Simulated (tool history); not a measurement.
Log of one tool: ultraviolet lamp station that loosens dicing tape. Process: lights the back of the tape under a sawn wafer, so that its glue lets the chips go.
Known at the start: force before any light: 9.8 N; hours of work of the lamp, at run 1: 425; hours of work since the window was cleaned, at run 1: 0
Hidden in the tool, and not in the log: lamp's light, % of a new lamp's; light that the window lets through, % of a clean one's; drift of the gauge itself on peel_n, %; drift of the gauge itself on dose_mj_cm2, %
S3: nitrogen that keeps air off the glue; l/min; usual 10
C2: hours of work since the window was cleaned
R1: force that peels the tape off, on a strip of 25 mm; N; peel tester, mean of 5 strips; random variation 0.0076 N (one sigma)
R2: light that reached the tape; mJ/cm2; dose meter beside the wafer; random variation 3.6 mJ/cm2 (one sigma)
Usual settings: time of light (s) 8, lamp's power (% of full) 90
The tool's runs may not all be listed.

Run 1, hour 0.0: usual settings; hours of work of the lamp 425; C2 0. Result: R1 0.383 N, R2 501 mJ/cm2.
Run 2, hour 40.9: usual settings; hours of work of the lamp 448; C2 23. Result: R1 0.403 N, R2 494 mJ/cm2.
Run 3, hour 110.6: usual settings; hours of work of the lamp 488; C2 63. Result: R1 0.450 N, R2 471 mJ/cm2.
Run 4, hour 148.8: usual settings but time of light (s) 6; hours of work of the lamp 509; C2 84. Result: R1 0.918 N, R2 347 mJ/cm2.
Run 5, hour 207.2: usual settings but time of light (s) 6; hours of work of the lamp 543; C2 117. Result: R1 0.995 N, R2 340 mJ/cm2.
Run 6, hour 273.8: usual settings but time of light (s) 6; hours of work of the lamp 580; C2 155. Result: R1 1.045 N, R2 320 mJ/cm2.
Run 7, hour 333.4: usual settings but time of light (s) 6, lamp's power (% of full) 98; hours of work of the lamp 614; C2 189. Result: R1 0.972 N, R2 343 mJ/cm2.
Run 8, hour 382.4: usual settings but time of light (s) 6, lamp's power (% of full) 98; hours of work of the lamp 642; C2 216. Result: R1 1.057 N, R2 330 mJ/cm2.
At hour 393.0: window cleaned of glue's vapour.
Run 9, hour 436.6: usual settings but S3 7 l/min; hours of work of the lamp 672; C2 25. Result: R1 0.653 N, R2 450 mJ/cm2.
Run 10, hour 496.9: usual settings but S3 13 l/min; hours of work of the lamp 706; C2 59. Result: R1 0.468 N, R2 436 mJ/cm2.
Run 11, hour 540.7: usual settings but S3 13 l/min; hours of work of the lamp 731; C2 84. Result: R1 0.487 N, R2 426 mJ/cm2.
Run 12, hour 572.3: usual settings but time of light (s) 7, S3 7 l/min; hours of work of the lamp 749; C2 101. Result: R1 1.061 N, R2 364 mJ/cm2.
Run 13, hour 618.2: usual settings but lamp's power (% of full) 92, S3 12 l/min; hours of work of the lamp 775; C2 127. Result: R1 0.558 N, R2 414 mJ/cm2.
Run 14, hour 662.5: usual settings but lamp's power (% of full) 61, S3 14 l/min; hours of work of the lamp 800; C2 152. Result: R1 1.312 N, R2 265 mJ/cm2.
Run 15, hour 696.4: usual settings but S3 14 l/min; hours of work of the lamp 819; C2 172. Result: R1 0.604 N, R2 382 mJ/cm2.
Run 16, hour 764.4: usual settings but S3 15 l/min; hours of work of the lamp 857; C2 210. Result: R1 0.633 N, R2 367 mJ/cm2.
At hour 785.5: window cleaned of glue's vapour.
Run 17, hour 800.4: usual settings but S3 6 l/min; hours of work of the lamp 878; C2 8. Result: R1 0.886 N, R2 416 mJ/cm2.
Run 18, hour 874.3: usual settings but S3 6 l/min; hours of work of the lamp 919; C2 50. Result: R1 0.962 N, R2 395 mJ/cm2.
Run 19, hour 908.5: usual settings but S3 6 l/min; hours of work of the lamp 939; C2 70. Result: R1 1.053 N, R2 394 mJ/cm2.
Run 20, hour 940.2: usual settings but lamp's power (% of full) 72; hours of work of the lamp 957; C2 88. Result: R1 1.224 N, R2 302 mJ/cm2.
Run 21, hour 1008.0: usual settings but time of light (s) 11, lamp's power (% of full) 93, S3 18 l/min; hours of work of the lamp 995; C2 126. Result: R1 0.276 N, R2 515 mJ/cm2.
At hour 1055.6: lamp changed.
Run 22, hour 1074.2: usual settings but time of light (s) 4, lamp's power (% of full) 75, S3 18 l/min; hours of work of the lamp 11; C2 163. Result: R1 1.558 N, R2 220 mJ/cm2.

Forecast each of these 5 alternatives for the next run:
Run A, hour 1135.9: usual settings but time of light (s) 9, lamp's power (% of full) 95, S3 13 l/min; hours of work of the lamp 45; C2 198. Result: R1 ?, R2 ?.
Run B, hour 1135.9: usual settings but time of light (s) 14, lamp's power (% of full) 75, S3 8 l/min; hours of work of the lamp 45; C2 198. Result: R1 ?, R2 ?.
Run C, hour 1135.9: usual settings but time of light (s) 4, lamp's power (% of full) 83, S3 5 l/min; hours of work of the lamp 45; C2 198. Result: R1 ?, R2 ?.
Run D, hour 1135.9: usual settings but time of light (s) 6, lamp's power (% of full) 61, S3 6 l/min; hours of work of the lamp 45; C2 198. Result: R1 ?, R2 ?.
Run E, hour 1135.9: usual settings but time of light (s) 10; hours of work of the lamp 45; C2 198. Result: R1 ?, R2 ?.

run     R1   R2
  A  0.239  607
  B  0.217  743
  C  2.626  241
  D  2.107  262
  E  0.246  638
Without the tool's hidden state the same runs would have given:
run     R1   R2
  A  0.197  704
  B  0.183  862
  C  2.142  279
  D  1.664  304
  E  0.199  740
